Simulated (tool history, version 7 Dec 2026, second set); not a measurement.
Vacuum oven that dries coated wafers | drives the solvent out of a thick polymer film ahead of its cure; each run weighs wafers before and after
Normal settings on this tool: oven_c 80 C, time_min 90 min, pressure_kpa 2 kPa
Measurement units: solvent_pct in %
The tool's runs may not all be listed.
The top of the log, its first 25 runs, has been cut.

run   hour  oven_c  time_min  pressure_kpa  hours of work since the thermocouples were calibrated  hours of work since the vacuum gauge was cleaned of residue  solvent_pct
     238.7  -- oven's thermocouples calibrated
 26  248.8      89        90          3.19                                                      4                                                          326         1.62
 27  260.6      89        90          3.19                                                     10                                                          331         1.75
 28  268.3      89       147          3.19                                                     13                                                          334         1.58
 29  278.7      68       147          2.62                                                     18                                                          339         5.04
 30  290.5      68       147          2.62                                                     23                                                          344         5.07
 31  296.1      79       147          6.29                                                     25                                                          346         4.79
       306  -- oven's thermocouples calibrated, once more
 32  307.9      79       147          6.29                                                      1                                                          351         4.13
 33  320.5      79       147          6.29                                                      6                                                          356         3.97
 34  333.3      79       147          6.29                                                     12                                                          362         3.92
 35  346.3      79       147          6.29                                                     18                                                          367         4.01
 36  357.8      78        95          7.44                                                     23                                                          372         5.44
 37  370.7      80        90          2.08                                                     28                                                          378         1.87
 38  382.6      80        90          4.33                                                     33                                                          383         3.09
 39  391.4      80        81          4.33                                                     37                                                          387         3.43
 40  398.8      66       118           5.2                                                     41                                                          390         7.84
 41    405      66       118           5.2                                                     43                                                          393          7.8
 42  412.4      66        98          2.76                                                     47                                                          396         6.55
 43  418.8      66        98          2.76                                                     49                                                          399         6.49
 44  428.7      66        98          2.76                                                     54                                                          404         6.54
 45  434.2      86        59          7.63                                                     56                                                          406         4.12
 46  442.5      86        59          7.63                                                     60                                                          410          4.1

5 ways to go on from here, each from the tool as it stands after run 46. What would each give?
  A   450      66       153             2                                                     63                                                          413            ?
  B   450      79        59          7.63                                                     63                                                          413            ?
  C   450      91        59          7.63                                                     63                                                          413            ?
  D   450      73       138           1.4                                                     63                                                          413            ?
  E   450      84        97           7.3                                                     63                                                          413            ?

run  solvent_pct
  A         4.08
  B         6.25
  C         3.09
  D         1.98
  E         4.03
The same runs, with their run-to-run variation unchanged, on a tool lacking any hidden condition would have given:
run  solvent_pct
  A         3.74
  B         5.98
  C         2.95
  D         1.74
  E         3.85
